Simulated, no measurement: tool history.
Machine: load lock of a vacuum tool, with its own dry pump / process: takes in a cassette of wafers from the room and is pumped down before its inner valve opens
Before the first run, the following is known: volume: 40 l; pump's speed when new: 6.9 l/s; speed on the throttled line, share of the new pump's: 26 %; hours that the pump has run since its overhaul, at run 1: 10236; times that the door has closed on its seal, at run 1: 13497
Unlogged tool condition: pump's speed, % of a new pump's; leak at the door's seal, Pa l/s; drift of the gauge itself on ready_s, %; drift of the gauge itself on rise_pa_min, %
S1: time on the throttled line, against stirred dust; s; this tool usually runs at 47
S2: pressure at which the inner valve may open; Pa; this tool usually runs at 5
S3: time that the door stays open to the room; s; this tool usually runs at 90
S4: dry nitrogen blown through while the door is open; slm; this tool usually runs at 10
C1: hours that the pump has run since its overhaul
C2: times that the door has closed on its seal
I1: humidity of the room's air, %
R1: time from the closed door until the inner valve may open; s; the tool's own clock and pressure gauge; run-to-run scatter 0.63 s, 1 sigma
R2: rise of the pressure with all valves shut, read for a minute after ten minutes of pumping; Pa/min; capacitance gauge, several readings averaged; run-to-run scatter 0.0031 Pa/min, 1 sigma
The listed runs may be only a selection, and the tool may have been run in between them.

{"run": 1, "hour": 0.0, "S1": 47, "S2": 5, "S3": 90, "S4": 10, "C1": 10236, "C2": 13497, "I1": 43.7, "R1": 103.8, "R2": 0.1}
{"hour": 67.0, "done": "dry pump taken out, an overhauled one fitted"}
{"run": 2, "hour": 106.6, "S1": 47, "S2": 5, "S3": 90, "S4": 10, "C1": 40, "C2": 13793, "I1": 41.2, "R1": 92.3, "R2": 0.091}
{"run": 3, "hour": 183.0, "S1": 47, "S2": 5, "S3": 33, "S4": 10, "C1": 116, "C2": 14017, "I1": 45.3, "R1": 92.8, "R2": 0.079}
{"run": 4, "hour": 283.5, "S1": 53, "S2": 5, "S3": 90, "S4": 10, "C1": 217, "C2": 14313, "I1": 45.4, "R1": 97.2, "R2": 0.104}
{"run": 5, "hour": 353.8, "S1": 53, "S2": 5, "S3": 90, "S4": 10, "C1": 287, "C2": 14520, "I1": 46.4, "R1": 97.3, "R2": 0.105}
{"run": 6, "hour": 413.7, "S1": 53, "S2": 5, "S3": 90, "S4": 10, "C1": 347, "C2": 14696, "I1": 46.2, "R1": 97, "R2": 0.11}
{"run": 7, "hour": 472.3, "S1": 53, "S2": 5, "S3": 90, "S4": 10, "C1": 405, "C2": 14868, "I1": 43.8, "R1": 97.5, "R2": 0.101}
{"run": 8, "hour": 558.4, "S1": 53, "S2": 10, "S3": 90, "S4": 10, "C1": 491, "C2": 15121, "I1": 46.6, "R1": 93.7, "R2": 0.108}
{"run": 9, "hour": 621.3, "S1": 53, "S2": 10, "S3": 90, "S4": 10, "C1": 554, "C2": 15306, "I1": 45.5, "R1": 93.6, "R2": 0.106}
{"run": 10, "hour": 738.0, "S1": 53, "S2": 10, "S3": 90, "S4": 10, "C1": 671, "C2": 15649, "I1": 43.3, "R1": 93.6, "R2": 0.108}
{"run": 11, "hour": 816.9, "S1": 39, "S2": 9, "S3": 90, "S4": 10, "C1": 750, "C2": 15881, "I1": 45.5, "R1": 83.8, "R2": 0.115}
{"run": 12, "hour": 883.1, "S1": 92, "S2": 5, "S3": 90, "S4": 10, "C1": 816, "C2": 16076, "I1": 41.6, "R1": 126.9, "R2": 0.104}
{"run": 13, "hour": 971.9, "S1": 47, "S2": 5, "S3": 35, "S4": 10, "C1": 905, "C2": 16337, "I1": 43.7, "R1": 92.7, "R2": 0.088}
{"run": 14, "hour": 1094.4, "S1": 47, "S2": 6, "S3": 40, "S4": 10, "C1": 1027, "C2": 16697, "I1": 41.3, "R1": 93.2, "R2": 0.094}
{"run": 15, "hour": 1161.9, "S1": 47, "S2": 6, "S3": 40, "S4": 10, "C1": 1095, "C2": 16896, "I1": 45.4, "R1": 92, "R2": 0.086}
{"run": 16, "hour": 1231.2, "S1": 72, "S2": 7, "S3": 29, "S4": 41, "C1": 1164, "C2": 17099, "I1": 43.6, "R1": 108.6, "R2": 0.071}
{"run": 17, "hour": 1304.1, "S1": 34, "S2": 5, "S3": 90, "S4": 10, "C1": 1237, "C2": 17314, "I1": 44.5, "R1": 83.6, "R2": 0.114}
{"run": 18, "hour": 1398.3, "S1": 34, "S2": 5, "S3": 90, "S4": 10, "C1": 1331, "C2": 17591, "I1": 45.5, "R1": 85.3, "R2": 0.12}

Branching from run 18: 3 alternative next runs. What would each branch give?
{"run": "A", "hour": 1504.9, "S1": 60, "S2": 5, "S3": 74, "S4": 31, "C1": 1438, "C2": 17904, "I1": 43.7, "R1": "?", "R2": "?"}
{"run": "B", "hour": 1504.9, "S1": 34, "S2": 5, "S3": 232, "S4": 6, "C1": 1438, "C2": 17904, "I1": 44.2, "R1": "?", "R2": "?"}
{"run": "C", "hour": 1504.9, "S1": 39, "S2": 7, "S3": 90, "S4": 10, "C1": 1438, "C2": 17904, "I1": 46.2, "R1": "?", "R2": "?"}

run=A R1=103.2 R2=0.087
run=B R1=83.2 R2=0.169
run=C R1=87.2 R2=0.12
Without the tool's unlogged condition, the same runs would have read:
run=A R1=102.3 R2=0.034
run=B R1=82.1 R2=0.116
run=C R1=86.2 R2=0.067

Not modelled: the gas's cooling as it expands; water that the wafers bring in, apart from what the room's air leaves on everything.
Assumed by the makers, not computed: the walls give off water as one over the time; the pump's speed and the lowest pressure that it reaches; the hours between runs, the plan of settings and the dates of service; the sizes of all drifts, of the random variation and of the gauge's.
